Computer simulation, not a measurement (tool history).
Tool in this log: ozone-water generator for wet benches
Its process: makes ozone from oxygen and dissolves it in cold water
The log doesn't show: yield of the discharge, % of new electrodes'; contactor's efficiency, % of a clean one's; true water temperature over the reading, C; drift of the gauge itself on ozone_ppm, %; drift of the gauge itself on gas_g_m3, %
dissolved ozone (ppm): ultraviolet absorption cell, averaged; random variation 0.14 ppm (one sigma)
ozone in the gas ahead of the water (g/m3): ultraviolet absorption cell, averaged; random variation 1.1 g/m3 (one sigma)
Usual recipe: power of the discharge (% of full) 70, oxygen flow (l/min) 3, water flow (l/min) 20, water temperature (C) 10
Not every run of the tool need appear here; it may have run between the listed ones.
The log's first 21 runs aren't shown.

| run | hour | power of the discharge (% of full) | oxygen flow (l/min) | water flow (l/min) | water temperature (C) | hours of work since the electrodes were changed | hours of work since the contactor was cleaned | hours of work since the thermometer was calibrated | dissolved ozone (ppm) | ozone in the gas ahead of the water (g/m3) |
|---|---|---|---|---|---|---|---|---|---|---|
| 22 | 2619.5 | 76 | 1.82 | 15 | 10 | 8577 | 1096 | 1173 | 19.2 | 267.7 |
| 23 | 2703.1 | 70 | 3 | 32 | 10 | 8656 | 1175 | 1252 | 9.3 | 203.3 |
| 24 | 2876.4 | 70 | 2.34 | 21 | 13 | 8819 | 1338 | 1416 | 13.6 | 226.7 |
| 25 | 2993.7 | 70 | 3 | 20 | 6 | 8930 | 1449 | 1527 | 16.2 | 205.1 |
| 26 | 3107.8 | 49 | 3.61 | 20 | 12 | 9038 | 1557 | 1634 | 13.1 | 154 |
| 27 | 3212.7 | 70 | 3 | 20 | 7 | 9137 | 1656 | 1733 | 16.5 | 206 |
| 28 | 3330 | 57 | 3.38 | 21 | 15 | 9248 | 1767 | 1844 | 13.4 | 174.2 |
| 29 | 3411.4 | 57 | 3.38 | 21 | 15 | 9324 | 1843 | 1921 | 13 | 172.3 |
| 30 | 3544 | 60 | 4.54 | 14 | 10 | 9450 | 1969 | 2046 | 21.8 | 156.2 |
| 31 | 3669.8 | 70 | 4.99 | 27 | 10 | 9568 | 2088 | 2165 | 13.2 | 166.5 |
| 32 | 3788.1 | 70 | 3 | 17 | 10 | 9680 | 2199 | 2277 | 19 | 208.3 |
| 33 | 3939.4 | 70 | 3 | 17 | 10 | 9823 | 2342 | 2420 | 18.9 | 209.3 |

4 ways to go on from here, each from the tool as it stands after run 33. What would each give?
| A | 4064.6 | 70 | 3 | 31 | 10 | 9941 | 2460 | 2538 | ? | ? |
| B | 4064.6 | 64 | 3 | 20 | 10 | 9941 | 2460 | 2538 | ? | ? |
| C | 4064.6 | 42 | 3 | 20 | 10 | 9941 | 2460 | 2538 | ? | ? |
| D | 4064.6 | 70 | 3 | 12 | 10 | 9941 | 2460 | 2538 | ? | ? |

| run | dissolved ozone (ppm) | ozone in the gas ahead of the water (g/m3) |
|---|---|---|
| A | 9.5 | 207.9 |
| B | 14.9 | 196.9 |
| C | 11.7 | 154.3 |
| D | 25.3 | 208.4 |
Had the tool no hidden state, the same runs would have come out as:
| run | dissolved ozone (ppm) | ozone in the gas ahead of the water (g/m3) |
|---|---|---|
| A | 9.5 | 199.2 |
| B | 14.9 | 188.7 |
| C | 11.7 | 147.9 |
| D | 25.4 | 199.8 |

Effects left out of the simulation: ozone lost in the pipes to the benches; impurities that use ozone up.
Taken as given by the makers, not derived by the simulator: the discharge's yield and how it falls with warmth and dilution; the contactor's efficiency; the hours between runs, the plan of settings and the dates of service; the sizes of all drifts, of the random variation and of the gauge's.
